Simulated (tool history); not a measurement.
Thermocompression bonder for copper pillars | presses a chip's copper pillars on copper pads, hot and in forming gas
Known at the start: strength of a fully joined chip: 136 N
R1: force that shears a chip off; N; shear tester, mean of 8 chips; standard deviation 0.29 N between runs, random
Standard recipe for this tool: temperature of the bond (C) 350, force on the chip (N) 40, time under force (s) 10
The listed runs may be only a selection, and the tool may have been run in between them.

Run 1, hour 0: usual settings. Result: R1 52 N.
Run 2, hour 20.2: usual settings but time under force (s) 15. Result: R1 59.6 N.
Run 3, hour 36.9: usual settings but time under force (s) 15. Result: R1 60.3 N.
Run 4, hour 52.3: usual settings but force on the chip (N) 55, time under force (s) 15. Result: R1 70.4 N.
Run 5, hour 71.5: usual settings but time under force (s) 27. Result: R1 74.2 N.
Run 6, hour 91.7: usual settings but time under force (s) 27. Result: R1 74.6 N.
Run 7, hour 104.5: usual settings but time under force (s) 27. Result: R1 74 N.
Run 8, hour 115.8: usual settings but time under force (s) 27. Result: R1 73.7 N.
Run 9, hour 131: usual settings but time under force (s) 8. Result: R1 47.2 N.
Run 10, hour 150.8: usual settings but time under force (s) 8. Result: R1 46.9 N.
Run 11, hour 162.9: usual settings but force on the chip (N) 35. Result: R1 47.2 N.
Run 12, hour 175.8: usual settings but force on the chip (N) 35. Result: R1 47.9 N.
Run 13, hour 189: usual settings but force on the chip (N) 35. Result: R1 47.5 N.
Run 14, hour 201.7: usual settings but temperature of the bond (C) 352, force on the chip (N) 41, time under force (s) 12. Result: R1 56.1 N.
At hour 206.8: gauge calibrated.
Run 15, hour 221.6: usual settings but force on the chip (N) 29. Result: R1 44.7 N.
Run 16, hour 236.2: usual settings but force on the chip (N) 28, time under force (s) 25. Result: R1 61.3 N.
Run 17, hour 250.4: usual settings but force on the chip (N) 28, time under force (s) 25. Result: R1 61.4 N.
Run 18, hour 261.6: usual settings but temperature of the bond (C) 325, force on the chip (N) 59, time under force (s) 13. Result: R1 53.1 N.
Run 19, hour 270.6: usual settings but temperature of the bond (C) 326, force on the chip (N) 38, time under force (s) 6. Result: R1 31.4 N.
Run 20, hour 287.3: usual settings but force on the chip (N) 42. Result: R1 52.8 N.
Run 21, hour 297.9: usual settings but force on the chip (N) 42. Result: R1 53 N.
Run 22, hour 307: usual settings but force on the chip (N) 42. Result: R1 53.3 N.
Run 23, hour 323.4: usual settings but temperature of the bond (C) 339, force on the chip (N) 56, time under force (s) 19. Result: R1 68.3 N.
Run 24, hour 332.4: usual settings but temperature of the bond (C) 339, force on the chip (N) 56, time under force (s) 19. Result: R1 68.4 N.
Run 25, hour 341.3: usual settings but temperature of the bond (C) 340, force on the chip (N) 50, time under force (s) 13. Result: R1 57.3 N.

Predict the results of run 26:
Run 26, hour 352.1: usual settings but temperature of the bond (C) 354, force on the chip (N) 33. Result: R1 ?.

{"run 26": {"R1": 48.4}}
The same run, on a tool lacking any hidden state, would have yielded R1 49.6 N.

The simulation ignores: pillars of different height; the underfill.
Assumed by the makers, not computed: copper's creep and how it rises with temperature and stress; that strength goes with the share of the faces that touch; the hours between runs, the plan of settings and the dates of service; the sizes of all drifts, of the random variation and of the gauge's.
